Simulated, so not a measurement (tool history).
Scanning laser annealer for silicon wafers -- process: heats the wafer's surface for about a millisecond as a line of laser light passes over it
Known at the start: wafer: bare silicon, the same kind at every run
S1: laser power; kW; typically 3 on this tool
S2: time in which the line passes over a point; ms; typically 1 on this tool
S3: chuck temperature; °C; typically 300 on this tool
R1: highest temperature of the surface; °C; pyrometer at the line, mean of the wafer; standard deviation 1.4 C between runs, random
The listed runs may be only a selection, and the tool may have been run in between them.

run    day     S1    S2   S3    R1
  1      0      3     1  300  1124
  2  0.379      3     1  300  1124
  3  0.683      3     1  300  1123
  4  1.008      3  0.86  300  1063
  5  1.392      3  0.86  262  1025
  6  1.667      3  0.86  262  1027
     1.908  -- optics aligned, line set to its width
  7  2.262      3  0.86  262  1023
  8  2.633      3     1  300  1121
  9   3.05      3     1  300  1118
 10  3.479      3     1  300  1119
 11  3.742      3     1  300  1118
     4.333  -- optics aligned, line set to its width, once more
 12  4.408      3     1  300  1126
 13  4.683      3     1  300  1124
 14  5.046  3.068  0.98  338  1171
 15  5.371      3     1  315  1143

For some of the steps in R1 from one run to the next: how much would appear even if the tool had no hidden state, given the settings, what came in and random variation, and how much remains for the hidden state plus any gauge scatter that the measured result and the result without hidden state don't share?
Hidden conditions of the tool in this case: light that passes the window, % of a clean one's; laser's true power over the reading, %; width of the line over the set one, %; drift of the gauge itself on peak_c, C.
Run 7 -> 8: S2 0.86 -> 1, S3 262 -> 300. R1 +98 °C: hidden state -1, all else +99.
Run 11 -> 12: optics aligned, line set to its width, once more. R1 +8 °C: hidden state +7, all else +1.
